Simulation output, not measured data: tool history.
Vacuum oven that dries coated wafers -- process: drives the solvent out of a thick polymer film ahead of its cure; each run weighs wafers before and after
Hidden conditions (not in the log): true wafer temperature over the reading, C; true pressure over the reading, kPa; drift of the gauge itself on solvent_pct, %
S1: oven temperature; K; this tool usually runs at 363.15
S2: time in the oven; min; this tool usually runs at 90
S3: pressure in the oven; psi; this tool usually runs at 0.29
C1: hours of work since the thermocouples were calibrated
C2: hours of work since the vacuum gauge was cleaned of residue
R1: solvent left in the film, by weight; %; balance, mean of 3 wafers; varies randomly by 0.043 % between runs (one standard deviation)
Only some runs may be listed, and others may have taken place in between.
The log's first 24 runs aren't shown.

Run 25, hour 1337.9: usual settings but S1 358.15 K, S2 47 min, S3 0.458 psi; C1 760; C2 2701. Result: R1 8.28 %.
Run 26, hour 1413.2: usual settings but S1 358.15 K, S2 47 min, S3 0.458 psi; C1 811; C2 2752. Result: R1 8.39 %.
Run 27, hour 1460.5: usual settings but S1 362.15 K, S2 103 min, S3 0.232 psi; C1 844; C2 2784. Result: R1 2.37 %.
At hour 1465.3: vacuum gauge cleaned of residue and calibrated.
Run 28, hour 1525.1: usual settings but S1 362.15 K, S2 103 min, S3 0.232 psi; C1 886; C2 41. Result: R1 2.51 %.
At hour 1583: vacuum gauge cleaned of residue and calibrated, once more.
Run 29, hour 1606.8: usual settings but S1 357.15 K, S2 103 min, S3 0.232 psi; C1 941; C2 16. Result: R1 2.99 %.
At hour 1644.1: oven's thermocouples calibrated.
Run 30, hour 1684: usual settings but S1 352.15 K, S2 143 min, S3 0.363 psi; C1 27; C2 67. Result: R1 3.07 %.
Run 31, hour 1741.1: usual settings but S1 352.15 K, S2 143 min, S3 0.363 psi; C1 66; C2 106. Result: R1 3.05 %.
Run 32, hour 1820.7: usual settings but S1 369.15 K, S2 105 min; C1 120; C2 160. Result: R1 1 %.
Run 33, hour 1875.6: usual settings but S1 369.15 K, S2 105 min; C1 157; C2 197. Result: R1 1.08 %.
Run 34, hour 1946.4: usual settings but S1 377.15 K, S3 0.207 psi; C1 205; C2 245. Result: R1 0.6 %.
Run 35, hour 1995.5: usual settings but S1 367.15 K, S2 98 min, S3 0.445 psi; C1 238; C2 278. Result: R1 1.8 %.
Run 36, hour 2039.9: usual settings but S1 367.15 K, S2 98 min, S3 0.445 psi; C1 268; C2 309. Result: R1 1.76 %.
Run 37, hour 2099.4: usual settings but S1 365.15 K, S3 1.134 psi; C1 309; C2 349. Result: R1 4.65 %.
Run 38, hour 2165.6: usual settings but S1 365.15 K, S2 95 min, S3 0.155 psi; C1 354; C2 394. Result: R1 1.22 %.
Run 39, hour 2209.7: usual settings but S1 370.15 K, S2 59 min, S3 0.432 psi; C1 384; C2 424. Result: R1 2.56 %.
Run 40, hour 2256.4: usual settings but S1 370.15 K, S2 59 min, S3 0.432 psi; C1 415; C2 455. Result: R1 2.57 %.
Run 41, hour 2333.7: usual settings but S1 362.15 K, S3 0.743 psi; C1 468; C2 508. Result: R1 4 %.
Run 42, hour 2398.4: usual settings but S1 378.15 K; C1 512; C2 552. Result: R1 0.86 %.
Run 43, hour 2478.7: usual settings but S1 353.15 K, S2 86 min, S3 0.88 psi; C1 566; C2 606. Result: R1 7.89 %.
Run 44, hour 2528.5: usual settings but S1 352.15 K, S2 49 min; C1 600; C2 640. Result: R1 8.97 %.
Run 45, hour 2609.9: usual settings but S1 375.15 K, S2 92 min; C1 655; C2 695. Result: R1 0.89 %.
Run 46, hour 2690.1: usual settings but S1 375.15 K, S2 88 min; C1 709; C2 750. Result: R1 0.92 %.
Run 47, hour 2729.7: usual settings but S3 0.261 psi; C1 736; C2 776. Result: R1 2.22 %.

Below are 3 alternative next runs, each starting from the tool's condition after run 47. Predict each:
Run A, hour 2790.4: usual settings but S2 78 min, S3 0.596 psi; C1 778; C2 818. Result: R1 ?.
Run B, hour 2790.4: usual settings but S1 376.15 K, S3 0.261 psi; C1 778; C2 818. Result: R1 ?.
Run C, hour 2790.4: usual settings but S1 375.15 K, S2 49 min, S3 0.2 psi; C1 778; C2 818. Result: R1 ?.

run    R1
  A  3.99
  B  0.83
  C  2.09
Without the tool's unlogged condition, the same runs would have read:
run    R1
  A  3.45
  B  0.67
  C  1.72

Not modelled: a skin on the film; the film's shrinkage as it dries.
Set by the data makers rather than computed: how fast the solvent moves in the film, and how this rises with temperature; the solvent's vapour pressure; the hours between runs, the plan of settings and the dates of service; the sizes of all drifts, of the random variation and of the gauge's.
